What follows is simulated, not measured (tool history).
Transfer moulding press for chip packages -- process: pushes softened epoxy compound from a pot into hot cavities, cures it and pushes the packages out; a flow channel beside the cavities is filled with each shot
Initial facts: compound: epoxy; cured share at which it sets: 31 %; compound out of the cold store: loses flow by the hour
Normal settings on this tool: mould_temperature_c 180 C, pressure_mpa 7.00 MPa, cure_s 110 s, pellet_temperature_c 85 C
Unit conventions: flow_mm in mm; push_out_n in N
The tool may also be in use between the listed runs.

run    day  mould_temperature_c  pressure_mpa  cure_s  pellet_temperature_c  incoming compound's hours out of the cold store  flow_mm  push_out_n
  1  0.000                  180          7.00     110                    85                                             19.7      627         450
  2  0.325                  180          7.00     110                    85                                             16.5      638         475
  3  0.529                  180          7.00     110                    85                                             39.1      559         499
  4  0.829                  180          7.00     110                    85                                             26.0      608         557
  5  1.233                  180          7.00     134                    85                                             24.2      601         477
  6  1.429                  180          7.00     134                    85                                             18.1      625         471
  7  1.812                  180          7.00     134                    85                                             33.0      576         477
  8  2.138                  180          7.00     134                    85                                             32.3      584         498
  9  2.538                  180          7.00     110                    89                                             31.5      583         462
 10  2.838                  180          7.00     110                    89                                             46.3      535         509
 11  3.146                  180          5.54      99                    77                                             22.8      551         681
 12  3.583                  173          5.54     143                    77                                             21.8      557         526
 13  4.000                  173          5.54     143                    77                                             27.1      531         570
 14  4.425                  173          6.88     128                    83                                             45.3      538         663
 15  4.862                  174          7.00     110                    85                                             31.4      591         650
 16  5.204                  174          7.00     110                    85                                             21.8      613         748
 17  5.679                  175          6.83     125                    86                                             14.2      638         594
 18  5.929                  175          7.36     112                    86                                             43.6      544         711
 19  6.242                  179          7.50     129                    76                                             30.4      604         511
 20  6.550                  179          7.50     129                    76                                             17.1      651         522

Removed from this log: 2 entries logged between the listed runs. Between which two listed runs does each belong, and how does the tool's hidden state at the listed run before it compare with that at the listed run after it?
In the gap between runs 8 and 9: cavities cleaned with cleaning compound and waxed (day 2.296)
  true mould temperature over the reading, C: 0.42 -> 0.43; pressure that reaches the compound, % of what is set: 92.71 -> 92.44; grip of the stained cavities, % over clean ones': 42.9 -> 9.2
  measured minus no-state result, flow_mm: -23 -> -23 mm; push_out_n: +148 -> +29 N
In the gap between runs 14 and 15: cavities cleaned with cleaning compound and waxed (day 4.600)
  true mould temperature over the reading, C: 0.48 -> 0.49; pressure that reaches the compound, % of what is set: 90.96 -> 90.67; grip of the stained cavities, % over clean ones': 42.7 -> 9.7
  measured minus no-state result, flow_mm: -27 -> -30 mm; push_out_n: +186 -> +38 N
